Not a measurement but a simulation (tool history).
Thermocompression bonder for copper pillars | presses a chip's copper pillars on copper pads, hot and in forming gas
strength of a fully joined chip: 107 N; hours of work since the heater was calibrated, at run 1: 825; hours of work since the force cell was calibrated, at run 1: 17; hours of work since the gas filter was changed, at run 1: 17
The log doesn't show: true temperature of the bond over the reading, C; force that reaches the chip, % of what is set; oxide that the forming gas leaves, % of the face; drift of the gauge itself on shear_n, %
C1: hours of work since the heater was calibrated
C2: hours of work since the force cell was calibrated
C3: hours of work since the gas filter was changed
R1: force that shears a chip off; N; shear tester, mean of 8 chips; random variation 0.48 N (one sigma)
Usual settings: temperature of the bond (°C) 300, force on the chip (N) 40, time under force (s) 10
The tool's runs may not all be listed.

{"run": 1, "hour": 0.0, "temperature of the bond (°C)": 300, "force on the chip (N)": 40, "time under force (s)": 10, "C1": 825, "C2": 17, "C3": 17, "R1": 64.3}
{"run": 2, "hour": 51.8, "temperature of the bond (°C)": 300, "force on the chip (N)": 40, "time under force (s)": 10, "C1": 848, "C2": 40, "C3": 40, "R1": 64.6}
{"hour": 94.7, "done": "heater calibrated with a thermocouple chip"}
{"run": 3, "hour": 125.6, "temperature of the bond (°C)": 300, "force on the chip (N)": 40, "time under force (s)": 10, "C1": 14, "C2": 72, "C3": 72, "R1": 65.1}
{"run": 4, "hour": 183.0, "temperature of the bond (°C)": 300, "force on the chip (N)": 29, "time under force (s)": 10, "C1": 39, "C2": 98, "C3": 98, "R1": 56.4}
{"run": 5, "hour": 246.3, "temperature of the bond (°C)": 300, "force on the chip (N)": 29, "time under force (s)": 7, "C1": 67, "C2": 126, "C3": 126, "R1": 48.7}
{"run": 6, "hour": 291.1, "temperature of the bond (°C)": 300, "force on the chip (N)": 29, "time under force (s)": 7, "C1": 87, "C2": 146, "C3": 146, "R1": 49}
{"run": 7, "hour": 386.0, "temperature of the bond (°C)": 300, "force on the chip (N)": 29, "time under force (s)": 7, "C1": 130, "C2": 188, "C3": 188, "R1": 49.4}
{"run": 8, "hour": 450.1, "temperature of the bond (°C)": 300, "force on the chip (N)": 29, "time under force (s)": 7, "C1": 158, "C2": 217, "C3": 217, "R1": 48.8}
{"run": 9, "hour": 517.5, "temperature of the bond (°C)": 300, "force on the chip (N)": 29, "time under force (s)": 7, "C1": 188, "C2": 247, "C3": 247, "R1": 49.4}
{"run": 10, "hour": 572.3, "temperature of the bond (°C)": 300, "force on the chip (N)": 29, "time under force (s)": 7, "C1": 213, "C2": 271, "C3": 271, "R1": 50}
{"run": 11, "hour": 643.0, "temperature of the bond (°C)": 300, "force on the chip (N)": 29, "time under force (s)": 7, "C1": 244, "C2": 302, "C3": 302, "R1": 48.9}
{"run": 12, "hour": 689.0, "temperature of the bond (°C)": 300, "force on the chip (N)": 29, "time under force (s)": 7, "C1": 265, "C2": 323, "C3": 323, "R1": 48.7}
{"run": 13, "hour": 770.6, "temperature of the bond (°C)": 300, "force on the chip (N)": 29, "time under force (s)": 7, "C1": 301, "C2": 359, "C3": 359, "R1": 48.8}
{"hour": 813.4, "done": "forming gas filter changed"}
{"run": 14, "hour": 829.8, "temperature of the bond (°C)": 300, "force on the chip (N)": 29, "time under force (s)": 7, "C1": 327, "C2": 385, "C3": 7, "R1": 49}
{"run": 15, "hour": 877.8, "temperature of the bond (°C)": 300, "force on the chip (N)": 29, "time under force (s)": 15, "C1": 348, "C2": 407, "C3": 29, "R1": 63.6}
{"run": 16, "hour": 940.3, "temperature of the bond (°C)": 300, "force on the chip (N)": 41, "time under force (s)": 10, "C1": 376, "C2": 435, "C3": 57, "R1": 65.8}
{"run": 17, "hour": 1036.9, "temperature of the bond (°C)": 300, "force on the chip (N)": 41, "time under force (s)": 18, "C1": 419, "C2": 478, "C3": 100, "R1": 77}
{"run": 18, "hour": 1129.6, "temperature of the bond (°C)": 300, "force on the chip (N)": 41, "time under force (s)": 18, "C1": 461, "C2": 519, "C3": 141, "R1": 76.2}
{"run": 19, "hour": 1176.0, "temperature of the bond (°C)": 324, "force on the chip (N)": 25, "time under force (s)": 25, "C1": 481, "C2": 540, "C3": 161, "R1": 81.2}
{"run": 20, "hour": 1234.0, "temperature of the bond (°C)": 286, "force on the chip (N)": 57, "time under force (s)": 10, "C1": 507, "C2": 565, "C3": 187, "R1": 66.3}
{"run": 21, "hour": 1302.6, "temperature of the bond (°C)": 286, "force on the chip (N)": 57, "time under force (s)": 10, "C1": 538, "C2": 596, "C3": 218, "R1": 67.2}
{"run": 22, "hour": 1374.5, "temperature of the bond (°C)": 286, "force on the chip (N)": 57, "time under force (s)": 10, "C1": 570, "C2": 628, "C3": 250, "R1": 67.3}
{"run": 23, "hour": 1452.2, "temperature of the bond (°C)": 274, "force on the chip (N)": 57, "time under force (s)": 17, "C1": 604, "C2": 663, "C3": 284, "R1": 70.5}
{"run": 24, "hour": 1517.3, "temperature of the bond (°C)": 274, "force on the chip (N)": 57, "time under force (s)": 17, "C1": 633, "C2": 692, "C3": 313, "R1": 71.4}
{"run": 25, "hour": 1579.5, "temperature of the bond (°C)": 274, "force on the chip (N)": 57, "time under force (s)": 17, "C1": 661, "C2": 719, "C3": 341, "R1": 69.9}
{"run": 26, "hour": 1629.5, "temperature of the bond (°C)": 288, "force on the chip (N)": 24, "time under force (s)": 7, "C1": 683, "C2": 741, "C3": 363, "R1": 39}
{"hour": 1665.2, "done": "forming gas filter changed"}
{"run": 27, "hour": 1709.4, "temperature of the bond (°C)": 288, "force on the chip (N)": 24, "time under force (s)": 7, "C1": 718, "C2": 777, "C3": 20, "R1": 39.3}
{"run": 28, "hour": 1781.0, "temperature of the bond (°C)": 288, "force on the chip (N)": 24, "time under force (s)": 7, "C1": 750, "C2": 809, "C3": 52, "R1": 38.8}
{"run": 29, "hour": 1834.2, "temperature of the bond (°C)": 292, "force on the chip (N)": 37, "time under force (s)": 22, "C1": 774, "C2": 832, "C3": 75, "R1": 73.3}
{"run": 30, "hour": 1892.8, "temperature of the bond (°C)": 292, "force on the chip (N)": 32, "time under force (s)": 22, "C1": 800, "C2": 858, "C3": 101, "R1": 69.6}
{"run": 31, "hour": 1968.4, "temperature of the bond (°C)": 292, "force on the chip (N)": 32, "time under force (s)": 22, "C1": 834, "C2": 892, "C3": 135, "R1": 69.9}
{"run": 32, "hour": 2011.8, "temperature of the bond (°C)": 310, "force on the chip (N)": 48, "time under force (s)": 22, "C1": 853, "C2": 911, "C3": 154, "R1": 89.5}
{"hour": 2047.6, "done": "heater calibrated with a thermocouple chip"}
{"run": 33, "hour": 2084.2, "temperature of the bond (°C)": 275, "force on the chip (N)": 52, "time under force (s)": 19, "C1": 16, "C2": 943, "C3": 186, "R1": 71.5}
{"run": 34, "hour": 2134.5, "temperature of the bond (°C)": 275, "force on the chip (N)": 52, "time under force (s)": 12, "C1": 39, "C2": 965, "C3": 208, "R1": 61.4}
{"run": 35, "hour": 2200.1, "temperature of the bond (°C)": 319, "force on the chip (N)": 40, "time under force (s)": 10, "C1": 68, "C2": 994, "C3": 237, "R1": 74.4}
{"run": 36, "hour": 2250.2, "temperature of the bond (°C)": 319, "force on the chip (N)": 29, "time under force (s)": 6, "C1": 90, "C2": 1017, "C3": 260, "R1": 55.8}

3 ways to go on from here, each from the tool as it stands after run 36. What would each give?
{"run": "A", "hour": 2348.7, "temperature of the bond (°C)": 300, "force on the chip (N)": 49, "time under force (s)": 19, "C1": 134, "C2": 1061, "C3": 303, "R1": "?"}
{"run": "B", "hour": 2348.7, "temperature of the bond (°C)": 319, "force on the chip (N)": 29, "time under force (s)": 10, "C1": 134, "C2": 1061, "C3": 303, "R1": "?"}
{"run": "C", "hour": 2348.7, "temperature of the bond (°C)": 300, "force on the chip (N)": 26, "time under force (s)": 17, "C1": 134, "C2": 1061, "C3": 303, "R1": "?"}

run=A R1=83
run=B R1=65.7
run=C R1=63
Without the tool's hidden state the same runs would have given:
run=A R1=83.1
run=B R1=65.8
run=C R1=63.1

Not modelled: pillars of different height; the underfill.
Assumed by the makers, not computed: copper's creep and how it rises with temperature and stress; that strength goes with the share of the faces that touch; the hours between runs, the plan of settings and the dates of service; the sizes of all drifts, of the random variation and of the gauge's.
